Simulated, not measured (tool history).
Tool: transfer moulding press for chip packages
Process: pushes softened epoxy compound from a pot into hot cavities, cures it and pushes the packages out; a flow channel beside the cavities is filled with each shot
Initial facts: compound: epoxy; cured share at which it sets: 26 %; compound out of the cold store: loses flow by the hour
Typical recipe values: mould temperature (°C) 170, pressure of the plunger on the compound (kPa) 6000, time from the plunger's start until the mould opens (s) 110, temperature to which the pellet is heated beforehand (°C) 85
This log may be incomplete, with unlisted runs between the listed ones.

run,hour,mould temperature (°C),pressure of the plunger on the compound (kPa),time from the plunger's start until the mould opens (s),temperature to which the pellet is heated beforehand (°C),incoming compound's hours out of the cold store,length that the compound runs in the flow channel (mm),greatest force on the pins that push the packages out (N)
1,0.0,170,6000,110,85,20.8,662,545
2,36.4,170,6000,110,85,27.3,643,641
3,89.1,170,6000,110,85,20.1,665,712
# hour 95.2: cavities cleaned with cleaning compound and waxed
4,123.9,170,6000,110,85,36.6,606,564
5,183.7,170,6000,110,85,27.3,629,687
# hour 189.6: mould's thermocouples calibrated
# hour 218.6: cavities cleaned with cleaning compound and waxed
6,229.1,170,6000,110,85,10.9,687,531
7,292.9,170,6000,110,85,45.3,567,669
8,333.1,170,6000,92,90,11.2,687,964
# hour 340.2: cavities cleaned with cleaning compound and waxed
9,397.7,166,6000,92,93,27.1,630,1139

Estimate the outcome of run 10 from the log above:
10,444.2,166,7100,92,82,8.0,?,?

length that the compound runs in the flow channel (mm): 749
greatest force on the pins that push the packages out (N): 1387
The same run, on a tool lacking any hidden state, would have yielded length that the compound runs in the flow channel (mm) 798, greatest force on the pins that push the packages out (N) 802.
